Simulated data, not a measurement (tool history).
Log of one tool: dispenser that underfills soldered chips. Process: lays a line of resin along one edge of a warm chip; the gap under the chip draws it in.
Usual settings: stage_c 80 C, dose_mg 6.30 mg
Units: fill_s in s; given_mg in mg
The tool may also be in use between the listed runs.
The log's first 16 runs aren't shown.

| run | hour | stage_c | dose_mg | hours of work since the syringe was changed | hours of work since the valve was cleaned | hours of work since the stage was calibrated | fill_s | given_mg |
|---|---|---|---|---|---|---|---|---|
| 17 | 73.3 | 80 | 6.30 | 5 | 98 | 214 | 159.6 | 5.84 |
|  | 75.2 | new syringe of resin |
| 18 | 78.2 | 80 | 6.30 | 2 | 101 | 217 | 137.2 | 5.80 |
|  | 82.0 | dispensing valve cleaned and set on the balance |
| 19 | 82.8 | 80 | 7.09 | 5 | 1 | 220 | 157.7 | 7.07 |
|  | 84.8 | new syringe of resin |
| 20 | 88.0 | 80 | 6.98 | 3 | 4 | 224 | 134.9 | 7.00 |
| 21 | 91.5 | 82 | 6.30 | 5 | 7 | 227 | 144.7 | 6.29 |
|  | 93.2 | new syringe of resin |
| 22 | 95.9 | 78 | 5.50 | 2 | 11 | 230 | 145.4 | 5.53 |
| 23 | 100.3 | 81 | 7.77 | 6 | 14 | 234 | 152.5 | 7.65 |
|  | 101.9 | new syringe of resin |
| 24 | 106.3 | 71 | 6.59 | 4 | 19 | 238 | 187.1 | 6.41 |
|  | 110.6 | new syringe of resin |
| 25 | 112.3 | 80 | 8.07 | 1 | 23 | 243 | 122.7 | 7.91 |
| 26 | 114.8 | 90 | 5.49 | 3 | 25 | 245 | 104.6 | 5.44 |
| 27 | 118.0 | 76 | 5.42 | 6 | 28 | 247 | 183.6 | 5.25 |
|  | 119.0 | new syringe of resin |
| 28 | 122.1 | 76 | 5.42 | 2 | 31 | 250 | 157.3 | 5.28 |
| 29 | 125.4 | 91 | 6.92 | 5 | 33 | 253 | 110.4 | 6.77 |
|  | 127.6 | new syringe of resin |
| 30 | 130.1 | 91 | 6.92 | 2 | 37 | 256 | 93.4 | 6.65 |
|  | 136.0 | new syringe of resin |
| 31 | 136.4 | 91 | 6.92 | 0 | 42 | 261 | 87.3 | 6.77 |
| 32 | 139.4 | 71 | 6.63 | 3 | 44 | 264 | 182.1 | 6.29 |
|  | 144.5 | new syringe of resin |
| 33 | 144.5 | 71 | 6.63 | 0 | 48 | 267 | 155.7 | 6.30 |
| 34 | 149.7 | 71 | 6.63 | 4 | 52 | 271 | 193.2 | 6.33 |
|  | 153.2 | new syringe of resin |
| 35 | 155.7 | 71 | 6.63 | 2 | 56 | 276 | 175.6 | 6.33 |
| 36 | 161.0 | 71 | 6.48 | 6 | 61 | 280 | 220.1 | 6.23 |
|  | 161.9 | new syringe of resin |
| 37 | 164.1 | 71 | 6.48 | 2 | 63 | 282 | 174.2 | 6.27 |

Forecast each of these 3 alternatives for the next run:
| A | 168.2 | 87 | 5.51 | 5 | 66 | 286 | ? | ? |
| B | 168.2 | 68 | 7.61 | 5 | 66 | 286 | ? | ? |
| C | 168.2 | 92 | 7.37 | 5 | 66 | 286 | ? | ? |

| run | fill_s | given_mg |
|---|---|---|
| A | 125.9 | 5.24 |
| B | 226.6 | 7.19 |
| C | 105.9 | 7.13 |
Without the tool's hidden state the same runs would have given:
| run | fill_s | given_mg |
|---|---|---|
| A | 102.5 | 5.54 |
| B | 187.6 | 7.60 |
| C | 86.9 | 7.53 |
